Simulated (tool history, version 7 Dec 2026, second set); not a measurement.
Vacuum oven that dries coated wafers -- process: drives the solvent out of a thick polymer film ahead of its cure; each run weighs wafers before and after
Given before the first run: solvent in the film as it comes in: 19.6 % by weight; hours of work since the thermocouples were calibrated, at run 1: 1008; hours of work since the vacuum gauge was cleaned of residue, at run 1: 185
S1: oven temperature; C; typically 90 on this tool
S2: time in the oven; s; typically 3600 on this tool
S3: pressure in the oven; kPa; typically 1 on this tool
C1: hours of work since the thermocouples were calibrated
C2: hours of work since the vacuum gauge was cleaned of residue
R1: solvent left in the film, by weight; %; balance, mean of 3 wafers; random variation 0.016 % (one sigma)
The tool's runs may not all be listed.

run 1 hour=0 | S1=90 S2=3600 S3=1 | C1=1008 C2=185 | R1=0.88
run 2 hour=34.7 | S1=90 S2=3600 S3=0.63 | C1=1035 C2=212 | R1=0.68
run 3 hour=55 | S1=90 S2=3600 S3=0.63 | C1=1050 C2=228 | R1=0.7
-- hour=77.8 oven's thermocouples calibrated
run 4 hour=93.2 | S1=90 S2=3600 S3=0.85 | C1=12 C2=256 | R1=0.97
run 5 hour=126.9 | S1=90 S2=3600 S3=0.85 | C1=38 C2=282 | R1=0.94
run 6 hour=148 | S1=90 S2=3600 S3=0.85 | C1=54 C2=298 | R1=0.96
run 7 hour=163.3 | S1=90 S2=3600 S3=0.85 | C1=66 C2=310 | R1=0.97
run 8 hour=186.1 | S1=90 S2=3600 S3=0.85 | C1=84 C2=328 | R1=0.95
run 9 hour=206 | S1=90 S2=3600 S3=0.85 | C1=99 C2=343 | R1=0.96
run 10 hour=235.8 | S1=90 S2=3600 S3=1.12 | C1=122 C2=366 | R1=1.07
run 11 hour=258.4 | S1=90 S2=3600 S3=1.67 | C1=140 C2=384 | R1=1.36
run 12 hour=293.1 | S1=90 S2=3600 S3=1.67 | C1=167 C2=411 | R1=1.36
run 13 hour=312.5 | S1=90 S2=3600 S3=2.23 | C1=182 C2=426 | R1=1.64
run 14 hour=332.4 | S1=90 S2=3600 S3=2.58 | C1=197 C2=441 | R1=1.75
run 15 hour=353.2 | S1=90 S2=3600 S3=2.58 | C1=213 C2=457 | R1=1.78
run 16 hour=387.6 | S1=90 S2=3600 S3=2.58 | C1=240 C2=484 | R1=1.8
run 17 hour=404.7 | S1=90 S2=3600 S3=2.64 | C1=253 C2=497 | R1=1.8
run 18 hour=438.7 | S1=90 S2=3600 S3=2.64 | C1=280 C2=524 | R1=1.82
run 19 hour=463.4 | S1=88 S2=3600 S3=1 | C1=299 C2=543 | R1=1.29
run 20 hour=493.6 | S1=90 S2=3600 S3=1 | C1=322 C2=566 | R1=1.01
run 21 hour=511.3 | S1=90 S2=3600 S3=1 | C1=336 C2=580 | R1=1.01
run 22 hour=548.1 | S1=90 S2=3600 S3=1 | C1=364 C2=608 | R1=1.01
run 23 hour=566.1 | S1=90 S2=3600 S3=1 | C1=378 C2=622 | R1=1.03
run 24 hour=581.6 | S1=81 S2=3960 S3=2.25 | C1=390 C2=634 | R1=3.24
run 25 hour=598.5 | S1=81 S2=3960 S3=2.25 | C1=404 C2=648 | R1=3.23
run 26 hour=628.6 | S1=81 S2=3960 S3=2.25 | C1=427 C2=671 | R1=3.18
run 27 hour=662.9 | S1=81 S2=2640 S3=0.56 | C1=454 C2=698 | R1=3.95
run 28 hour=696.9 | S1=86 S2=2220 S3=0.6 | C1=480 C2=724 | R1=3.19
run 29 hour=722.4 | S1=86 S2=2220 S3=0.6 | C1=500 C2=744 | R1=3.16
run 30 hour=739.7 | S1=86 S2=2220 S3=0.6 | C1=513 C2=757 | R1=3.16
run 31 hour=769.9 | S1=86 S2=2220 S3=0.57 | C1=536 C2=780 | R1=3.14
run 32 hour=795.4 | S1=77 S2=4380 S3=0.65 | C1=556 C2=800 | R1=2.87
run 33 hour=820.3 | S1=84 S2=4620 S3=1.12 | C1=575 C2=819 | R1=1.45
run 34 hour=842 | S1=99 S2=4620 S3=1.28 | C1=592 C2=836 | R1=0.53
run 35 hour=866 | S1=91 S2=2940 S3=1 | C1=611 C2=855 | R1=1.22
run 36 hour=888.5 | S1=91 S2=2940 S3=1 | C1=628 C2=872 | R1=1.2
run 37 hour=918 | S1=91 S2=2940 S3=1 | C1=651 C2=895 | R1=1.19
run 38 hour=941.9 | S1=90 S2=4020 S3=1 | C1=670 C2=914 | R1=0.83
run 39 hour=971.7 | S1=90 S2=3120 S3=2.8 | C1=693 C2=937 | R1=2.08
run 40 hour=1003.8 | S1=97 S2=3060 S3=2.59 | C1=718 C2=962 | R1=1.19
run 41 hour=1025 | S1=90 S2=3600 S3=0.62 | C1=734 C2=978 | R1=0.82
run 42 hour=1059.2 | S1=90 S2=3600 S3=0.62 | C1=761 C2=1005 | R1=0.82
run 43 hour=1093.3 | S1=90 S2=3600 S3=0.62 | C1=787 C2=1031 | R1=0.82
run 44 hour=1122.6 | S1=90 S2=3600 S3=0.8 | C1=810 C2=1054 | R1=0.89
run 45 hour=1159.9 | S1=90 S2=3600 S3=0.8 | C1=839 C2=1083 | R1=0.9
run 46 hour=1194.4 | S1=90 S2=3600 S3=0.8 | C1=865 C2=1109 | R1=0.87

Branching from run 46: 5 alternative next runs. What would each branch give?
run A hour=1215.1 | S1=90 S2=3360 S3=2.15 | C1=881 C2=1125 | R1=?
run B hour=1215.1 | S1=97 S2=3600 S3=1 | C1=881 C2=1125 | R1=?
run C hour=1215.1 | S1=90 S2=3600 S3=0.86 | C1=881 C2=1125 | R1=?
run D hour=1215.1 | S1=95 S2=3060 S3=1 | C1=881 C2=1125 | R1=?
run E hour=1215.1 | S1=90 S2=3600 S3=2.18 | C1=881 C2=1125 | R1=?

run=A R1=1.62
run=B R1=0.52
run=C R1=0.88
run=D R1=0.73
run=E R1=1.56
Take away the tool's hidden state, keep each run's random variation, and the runs would have read:
run=A R1=1.76
run=B R1=0.46
run=C R1=0.94
run=D R1=0.75
run=E R1=1.67

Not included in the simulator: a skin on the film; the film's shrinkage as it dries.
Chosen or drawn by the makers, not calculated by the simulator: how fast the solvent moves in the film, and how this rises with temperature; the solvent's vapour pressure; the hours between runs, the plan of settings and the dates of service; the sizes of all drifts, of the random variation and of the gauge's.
